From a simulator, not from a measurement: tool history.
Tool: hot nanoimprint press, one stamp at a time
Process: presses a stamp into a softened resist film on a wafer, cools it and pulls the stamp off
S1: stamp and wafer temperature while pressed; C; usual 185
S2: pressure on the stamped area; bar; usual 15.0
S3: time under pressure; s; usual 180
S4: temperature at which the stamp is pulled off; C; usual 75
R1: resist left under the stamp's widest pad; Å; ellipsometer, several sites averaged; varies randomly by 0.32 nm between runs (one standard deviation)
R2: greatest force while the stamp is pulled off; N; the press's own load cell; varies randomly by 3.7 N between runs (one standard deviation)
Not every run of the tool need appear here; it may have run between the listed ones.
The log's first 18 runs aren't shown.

run	hour	S1	S2	S3	S4	R1	R2
19	142.8	185	20.3	180	75	628	235
20	152.4	189	19.4	136	75	594	235
21	161.5	180	20.9	153	75	822	243
22	167.4	181	15.0	241	76	806	226
23	173.8	181	15.0	241	76	808	220
24	182.4	175	16.3	160	67	1148	298
25	193.2	175	16.3	160	67	1147	305
26	199.9	185	15.0	107	68	898	292
27	204.9	185	15.0	107	68	892	292
28	212.6	176	10.9	180	75	1274	237
29	219.1	190	14.7	175	75	611	238
30	225.6	189	15.0	180	70	628	278
31	232.1	189	15.0	180	70	627	265

Here are 3 independent what-if runs from the current tool condition. What would each one return?
A	238.6	185	18.9	180	70	?	?
B	238.6	189	17.4	90	70	?	?
C	238.6	183	15.0	188	70	?	?

run	R1	R2
A	655	281
B	739	278
C	797	281
With the hidden condition removed and each run's random variation left untouched, the same runs would have given:
run	R1	R2
A	687	203
B	772	201
C	837	203
